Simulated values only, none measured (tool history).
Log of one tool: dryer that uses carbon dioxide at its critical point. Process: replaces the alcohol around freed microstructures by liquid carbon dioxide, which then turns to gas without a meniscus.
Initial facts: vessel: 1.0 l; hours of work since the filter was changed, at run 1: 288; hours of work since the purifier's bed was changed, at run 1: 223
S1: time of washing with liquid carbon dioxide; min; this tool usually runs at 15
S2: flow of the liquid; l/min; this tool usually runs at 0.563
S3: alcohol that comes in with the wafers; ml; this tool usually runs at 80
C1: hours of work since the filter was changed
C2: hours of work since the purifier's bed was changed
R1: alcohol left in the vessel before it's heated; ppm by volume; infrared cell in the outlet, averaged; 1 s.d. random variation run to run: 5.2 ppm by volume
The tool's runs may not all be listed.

run,day,S1,S2,S3,C1,C2,R1
1,0,15,0.563,80,288,223,157
2,0.971,15,0.563,80,303,237,167
3,2.171,15,0.563,80,321,255,171
4,3.4,15,0.849,80,339,274,46
5,4.329,15,0.849,80,353,287,50
6,5.375,15,0.849,80,368,303,49
7,6.962,18,0.849,80,392,327,43
8,7.788,18,0.849,35,404,339,45
9,9.242,18,0.849,35,426,361,47
# day 10.696: inlet filter changed
10,10.917,18,0.849,35,3,385,45
11,11.704,15,0.563,30,15,397,83
12,12.679,15,0.563,30,30,411,73
13,14.304,15,0.563,30,54,435,86
14,15.7,13,0.563,80,75,456,284

What does the tool deliver on the next run?
15,17.067,19,0.66,93,95,477,?

{"run 15": {"R1": 67}}
With no hidden state in the tool, this same run would have given R1 11 ppm by volume.
